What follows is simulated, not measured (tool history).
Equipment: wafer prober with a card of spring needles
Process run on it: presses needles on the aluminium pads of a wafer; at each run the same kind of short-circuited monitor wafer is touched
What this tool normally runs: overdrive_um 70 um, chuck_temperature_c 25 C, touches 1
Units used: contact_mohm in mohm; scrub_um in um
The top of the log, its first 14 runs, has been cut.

| run | hour | overdrive_um | chuck_temperature_c | touches | touches since the tips were cleaned | cleanings since the card got new needles | touches since the first contact's height was set | contact_mohm | scrub_um |
|---|---|---|---|---|---|---|---|---|---|
|  | 85.9 | tips cleaned on abrasive film |
| 15 | 90 | 70 | 25 | 1 | 1712 | 47 | 129074 | 210 | 8.56 |
|  | 92.3 | tips cleaned on abrasive film |
| 16 | 95.9 | 70 | 25 | 1 | 1515 | 48 | 131515 | 212 | 8.56 |
|  | 99.2 | tips cleaned on abrasive film |
| 17 | 102.5 | 70 | 25 | 1 | 1370 | 49 | 134215 | 210 | 8.51 |
|  | 105.3 | tips cleaned on abrasive film |
|  | 111.6 | tips cleaned on abrasive film |
| 18 | 111.6 | 70 | 25 | 3 | 0 | 51 | 137955 | 212 | 8.61 |
| 19 | 116.1 | 79 | 27 | 3 | 1858 | 51 | 139813 | 212 | 9.57 |
|  | 117.9 | tips cleaned on abrasive film |
| 20 | 123.3 | 60 | 42 | 2 | 2259 | 52 | 142801 | 223 | 7.31 |
|  | 124.1 | tips cleaned on abrasive film |
|  | 130.6 | tips cleaned on abrasive film |
| 21 | 132.4 | 61 | 82 | 1 | 768 | 54 | 146513 | 227 | 7.44 |
| 22 | 136.4 | 60 | 36 | 1 | 2414 | 54 | 148159 | 217 | 7.32 |
|  | 137.1 | tips cleaned on abrasive film |
|  | 143.8 | tips cleaned on abrasive film |
| 23 | 145.1 | 68 | 52 | 1 | 558 | 56 | 151730 | 219 | 8.33 |
|  | 150.3 | tips cleaned on abrasive film |
|  | 152.6 | height of the first contact set anew |
| 24 | 154.4 | 68 | 52 | 1 | 1567 | 57 | 757 | 220 | 8.31 |
|  | 156.9 | tips cleaned on abrasive film |
| 25 | 162.4 | 65 | 38 | 2 | 2310 | 58 | 4073 | 220 | 7.9 |
|  | 163.3 | tips cleaned on abrasive film |
|  | 169.6 | tips cleaned on abrasive film |
| 26 | 171.7 | 86 | 77 | 2 | 872 | 60 | 7850 | 223 | 10.55 |
| 27 | 175.6 | 72 | 119 | 2 | 2504 | 60 | 9482 | 235 | 8.8 |
|  | 176.5 | tips cleaned on abrasive film |
| 28 | 181.8 | 72 | 64 | 1 | 2242 | 61 | 12055 | 220 | 8.72 |
|  | 182.8 | tips cleaned on abrasive film |
| 29 | 187.4 | 66 | 65 | 3 | 1927 | 62 | 14356 | 222 | 8.09 |
|  | 189.5 | tips cleaned on abrasive film |
| 30 | 194.7 | 56 | 120 | 2 | 2145 | 63 | 17341 | 239 | 6.78 |
|  | 195.9 | tips cleaned on abrasive film |
|  | 202.4 | tips cleaned on abrasive film |
| 31 | 203.1 | 70 | 120 | 1 | 296 | 65 | 20770 | 233 | 8.59 |
|  | 208.7 | tips cleaned on abrasive film |
| 32 | 211.8 | 70 | 120 | 1 | 1276 | 66 | 24378 | 240 | 8.65 |

Alternative continuations, all from the tool just after run 32; predict every row:
|  | 215.1 | tips cleaned on abrasive film |
| A | 220.9 | 65 | 25 | 1 | 2445 | 67 | 28143 | ? | ? |
|  | 215.1 | tips cleaned on abrasive film |
| B | 220.9 | 70 | 45 | 1 | 2445 | 67 | 28143 | ? | ? |
|  | 215.1 | tips cleaned on abrasive film |
| C | 220.9 | 71 | 49 | 1 | 2445 | 67 | 28143 | ? | ? |
|  | 215.1 | tips cleaned on abrasive film |
| D | 220.9 | 76 | 120 | 1 | 2445 | 67 | 28143 | ? | ? |
|  | 215.1 | tips cleaned on abrasive film |
| E | 220.9 | 70 | 44 | 1 | 2445 | 67 | 28143 | ? | ? |

| run | contact_mohm | scrub_um |
|---|---|---|
| A | 213 | 7.92 |
| B | 220 | 8.61 |
| C | 220 | 8.65 |
| D | 240 | 9.2 |
| E | 213 | 8.6 |
Without the tool's unlogged condition, the same runs would have read:
| run | contact_mohm | scrub_um |
|---|---|---|
| A | 213 | 7.92 |
| B | 220 | 8.61 |
| C | 220 | 8.65 |
| D | 239 | 9.2 |
| E | 213 | 8.6 |

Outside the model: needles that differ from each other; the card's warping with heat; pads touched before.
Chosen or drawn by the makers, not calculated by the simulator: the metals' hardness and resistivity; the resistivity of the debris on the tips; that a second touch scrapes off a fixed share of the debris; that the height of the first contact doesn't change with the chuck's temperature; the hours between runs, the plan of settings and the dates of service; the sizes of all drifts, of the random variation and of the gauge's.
